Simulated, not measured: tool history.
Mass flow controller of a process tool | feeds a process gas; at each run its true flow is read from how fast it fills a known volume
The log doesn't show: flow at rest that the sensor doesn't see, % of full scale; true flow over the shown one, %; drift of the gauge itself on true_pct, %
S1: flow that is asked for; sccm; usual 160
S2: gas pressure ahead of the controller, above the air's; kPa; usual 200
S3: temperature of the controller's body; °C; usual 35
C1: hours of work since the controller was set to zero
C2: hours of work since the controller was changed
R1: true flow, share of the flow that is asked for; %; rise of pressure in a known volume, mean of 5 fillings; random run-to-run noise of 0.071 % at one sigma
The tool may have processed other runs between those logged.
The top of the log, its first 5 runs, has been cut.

run	hour	S1	S2	S3	C1	C2	R1
6	551.8	160	141	35	1485	1485	100.78
7	642.9	160	141	35	1552	1552	100.81
8	788.1	160	140	35	1660	1660	100.69
9	852.4	160	140	35	1707	1707	100.85
10	930.7	160	140	35	1765	1765	100.70
11	1053.9	160	200	35	1856	1856	100.69
12	1132.2	160	247	35	1914	1914	100.56
13	1217.6	160	247	35	1977	1977	100.50
14	1368.5	160	200	35	2089	2089	100.66
15	1476.2	160	200	35	2168	2168	100.77
16	1566.8	160	200	35	2235	2235	100.75
17	1662.5	160	195	35	2306	2306	100.87
# hour 1669.4: controller's zero set anew
18	1803.4	160	195	35	99	2410	100.67
19	1892.1	160	195	35	165	2475	100.82
20	2031.4	160	195	35	268	2578	100.68
21	2164.5	160	195	35	366	2676	100.68
22	2285.6	160	195	35	455	2766	100.90
23	2377.7	41	178	35	523	2834	98.02
24	2485.4	41	178	35	603	2914	97.91

Run 25 has not been measured yet. What should we expect?
# hour 2556.9: controller's zero set anew, once more
25	2609.3	78	178	35	39	3005	?

R1: 100.03 %
With the hidden condition absent and the run-to-run variation left alone, this run would have shown R1 99.22 %.
